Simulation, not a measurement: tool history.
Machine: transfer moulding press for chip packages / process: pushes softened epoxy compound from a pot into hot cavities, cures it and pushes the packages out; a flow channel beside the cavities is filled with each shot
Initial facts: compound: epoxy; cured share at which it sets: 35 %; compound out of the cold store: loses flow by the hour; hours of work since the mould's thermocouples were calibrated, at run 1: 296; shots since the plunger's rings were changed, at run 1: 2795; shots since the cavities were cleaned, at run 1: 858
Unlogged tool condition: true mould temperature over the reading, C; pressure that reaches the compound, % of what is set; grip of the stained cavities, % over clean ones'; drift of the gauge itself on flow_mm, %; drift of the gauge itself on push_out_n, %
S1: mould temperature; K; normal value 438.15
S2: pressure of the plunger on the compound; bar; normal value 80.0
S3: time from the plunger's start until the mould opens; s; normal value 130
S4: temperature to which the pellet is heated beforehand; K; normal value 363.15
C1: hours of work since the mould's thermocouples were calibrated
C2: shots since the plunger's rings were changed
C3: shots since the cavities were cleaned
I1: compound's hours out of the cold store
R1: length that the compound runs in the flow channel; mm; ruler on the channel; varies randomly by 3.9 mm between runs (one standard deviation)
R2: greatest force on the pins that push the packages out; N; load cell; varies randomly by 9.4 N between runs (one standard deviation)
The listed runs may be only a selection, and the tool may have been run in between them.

run   hour      S1    S2   S3      S4   C1    C2   C3    I1   R1    R2
  1    0.0  438.15  80.0  130  363.15  296  2795  858   8.2  754   689
  2    6.9  438.15  84.2  130  363.15  299  2847  910  18.5  746   678
      11.8  -- cavities cleaned with cleaning compound and waxed
  3   15.1  434.15  84.2  130  363.15  303  2898   25  13.9  769   946
  4   26.2  434.15  84.2  130  363.15  309  2982  109  22.6  749   931
  5   40.8  434.15  84.2  130  363.15  316  3093  220  12.9  767   997
  6   47.4  434.15  84.2  130  363.15  320  3143  270  40.1  687   931
  7   55.7  438.15  80.0  130  363.15  324  3207  334  30.8  688   719
  8   64.9  444.15  80.0  130  363.15  329  3276  403  22.0  686   640
  9   71.2  444.15  80.0  130  363.15  332  3324  451  44.6  635   685
      77.2  -- cavities cleaned with cleaning compound and waxed, once more
 10   80.5  438.15  80.0  131  363.15  336  3383   25  17.7  719   457
      90.7  -- plunger's sealing rings changed
 11   96.1  438.15  80.0  131  363.15  343    40  124  26.6  730   475
 12  106.5  438.15  80.0  131  363.15  348   120  204  18.0  753   516
 13  113.8  438.15  80.0  130  363.15  352   175  259  12.8  766   533
 14  124.3  438.15  80.0  130  363.15  357   255  339  34.6  712   543
     136.0  -- mould's thermocouples calibrated
 15  139.2  438.15  80.0  130  363.15    2   353  437  43.8  695   601
 16  148.9  440.15  80.0  130  357.15    7   426  510  16.1  750   570
 17  162.7  430.15  80.0  130  361.15   14   531  615  40.7  728  1141
 18  177.5  430.15  80.0  139  361.15   21   644  728  35.1  743  1017
 19  184.4  438.15  70.4  147  363.15   25   696  780  43.0  645   607
 20  195.7  431.15  95.9  130  372.15   31   782  866  36.5  803  1080
     205.7  -- cavities cleaned with cleaning compound and waxed
 21  211.4  431.15  95.9  112  372.15   38   889   43  12.9  872  1093
 22  222.0  446.15  90.6  168  372.15   44   970  124  40.3  700   413
 23  232.1  430.15  69.6  120  371.15   49  1047  201   9.6  756  1135
 24  241.4  430.15  69.6  117  358.15   54  1117  271  11.5  748  1266
 25  248.1  430.15  69.6  117  358.15   57  1168  322  12.9  746  1339
 26  261.4  430.15  69.6  117  358.15   64  1269  423  37.3  680  1289
 27  274.6  437.15  80.0  126  363.15   71  1369  523   9.8  766   711
 28  287.2  445.15  64.4  158  364.15   77  1465  619  12.9  656   537
 29  300.8  430.15  80.0  130  363.15   84  1568  722  47.2  703  1095

Describe how what the log doesn't record of the tool's condition differs between the last listed run preceding each entry between runs and the first listed run following it.
From run 2 to run 3: cavities cleaned with cleaning compound and waxed (hour 11.8)
  true mould temperature over the reading, C: 0.84 -> 0.85; pressure that reaches the compound, % of what is set: 90.44 -> 90.27; grip of the stained cavities, % over clean ones': 60.7 -> 82.1
  measured result minus the result with no hidden state, R1: -42 -> -44 mm; R2: +240 -> +393 N
From run 9 to run 10: cavities cleaned with cleaning compound and waxed, once more (hour 77.2)
  pressure that reaches the compound, % of what is set: 88.94 -> 88.75; grip of the stained cavities, % over clean ones': 82.9 -> 6.2
  measured result minus the result with no hidden state, R1: -42 -> -47 mm; R2: +305 -> +9 N
From run 10 to run 11: plunger's sealing rings changed (hour 90.7)
  true mould temperature over the reading, C: 0.89 -> 0.9; pressure that reaches the compound, % of what is set: 88.75 -> 99.73; grip of the stained cavities, % over clean ones': 6.2 -> 16.4
  measured result minus the result with no hidden state, R1: -47 -> -4 mm; R2: +9 -> +51 N
From run 14 to run 15: mould's thermocouples calibrated (hour 136.0)
  true mould temperature over the reading, C: 0.92 -> -0.05; pressure that reaches the compound, % of what is set: 98.98 -> 98.68; grip of the stained cavities, % over clean ones': 34.4 -> 40.7
  measured result minus the result with no hidden state, R1: -7 -> -4 mm; R2: +123 -> +174 N
From run 20 to run 21: cavities cleaned with cleaning compound and waxed (hour 205.7)
  true mould temperature over the reading, C: -0.01 -> 0; pressure that reaches the compound, % of what is set: 97.25 -> 96.88; grip of the stained cavities, % over clean ones': 60.5 -> 7.4
  measured result minus the result with no hidden state, R1: -11 -> -14 mm; R2: +410 -> +77 N

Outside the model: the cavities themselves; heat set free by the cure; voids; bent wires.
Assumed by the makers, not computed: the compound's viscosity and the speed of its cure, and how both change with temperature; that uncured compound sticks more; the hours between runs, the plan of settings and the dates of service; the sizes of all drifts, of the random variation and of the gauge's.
